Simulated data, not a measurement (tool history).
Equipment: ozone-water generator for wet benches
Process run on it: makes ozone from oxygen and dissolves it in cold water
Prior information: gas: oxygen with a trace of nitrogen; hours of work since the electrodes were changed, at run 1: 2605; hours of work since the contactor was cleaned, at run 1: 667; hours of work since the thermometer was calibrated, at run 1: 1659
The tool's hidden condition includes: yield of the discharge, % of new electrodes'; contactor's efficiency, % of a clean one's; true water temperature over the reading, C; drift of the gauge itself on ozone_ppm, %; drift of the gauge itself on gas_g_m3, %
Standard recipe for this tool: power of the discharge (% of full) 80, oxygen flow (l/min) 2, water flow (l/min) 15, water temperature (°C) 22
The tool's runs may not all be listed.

run	hour	power of the discharge (% of full)	oxygen flow (l/min)	water flow (l/min)	water temperature (°C)	hours of work since the electrodes were changed	hours of work since the contactor was cleaned	hours of work since the thermometer was calibrated	dissolved ozone (ppm)	ozone in the gas ahead of the water (g/m3)
1	0	80	2	15	22	2605	667	1659	15.1	212.2
2	126.1	80	2	15	22	2690	752	1745	14.9	212.4
3	301.3	80	2	15	22	2809	871	1864	15.2	208.8
4	459.7	80	2	15	22	2917	979	1971	15	207.2
5	595.2	80	2	15	22	3009	1071	2063	15.1	211
6	691.6	80	2	15	22	3074	1136	2129	14.7	205.8
7	822	80	1.25	15	22	3163	1225	2217	13.6	264.5
8	904.5	80	1.25	15	22	3219	1281	2273	13.4	262.9
9	1014.2	80	1.25	15	22	3293	1355	2348	13.4	263.2
10	1107.2	80	1.25	15	22	3357	1418	2411	13.3	263.7
# hour 1127: contactor cleaned
11	1226.4	80	1.19	15	22	3435	67	2489	12.8	267.9
12	1344.4	80	1.19	15	22	3515	148	2569	12.9	268.3
# hour 1493.3: contactor cleaned, once more
13	1522.3	80	1.19	15	22	3633	20	2687	12.9	266.3
# hour 1599: water thermometer calibrated
14	1650.4	80	2	15	26	3720	106	35	14.4	202.6
15	1803.3	57	2.35	20	19	3823	210	139	9.3	147.4
16	1930.2	57	1.81	20	17	3910	296	225	9.1	165.2
17	2063.4	80	2	15	24	4000	387	315	14.5	206
18	2222.1	80	2	15	24	4108	494	423	14.3	204
19	2402.2	78	2	15	18	4230	617	545	15	199.9
20	2577.8	78	2	16	25	4349	736	665	12.9	198.6
21	2686	78	2	14	18	4423	809	738	15.9	199.4
22	2796.4	57	1.99	14	18	4498	884	813	12.3	158.2
23	2937.1	53	2	12	26	4593	980	908	12.4	146.4
24	3072	77	2	13	26	4685	1071	1000	15.2	197.3
25	3172.9	80	2	16	24	4753	1140	1069	13.3	199.7
26	3355.8	71	2.64	15	28	4877	1264	1193	12.7	161.6
27	3536.5	58	2.99	15	29	5000	1387	1315	10.7	129.4
28	3673.6	80	2	15	18	5093	1480	1408	14.7	199.8

Alternative continuations, all from the tool just after run 28; predict every row:
A	3833.8	80	2	15	19	5202	1589	1517	?	?
B	3833.8	57	2	9	22	5202	1589	1517	?	?
C	3833.8	80	1.27	15	28	5202	1589	1517	?	?

run	dissolved ozone (ppm)	ozone in the gas ahead of the water (g/m3)
A	14.5	199.2
B	16.7	154.8
C	12.1	250.1
Stripped of hidden state, with their random variation kept, the same runs would have yielded:
run	dissolved ozone (ppm)	ozone in the gas ahead of the water (g/m3)
A	16.6	224.6
B	18.5	169.6
C	13.9	282.1
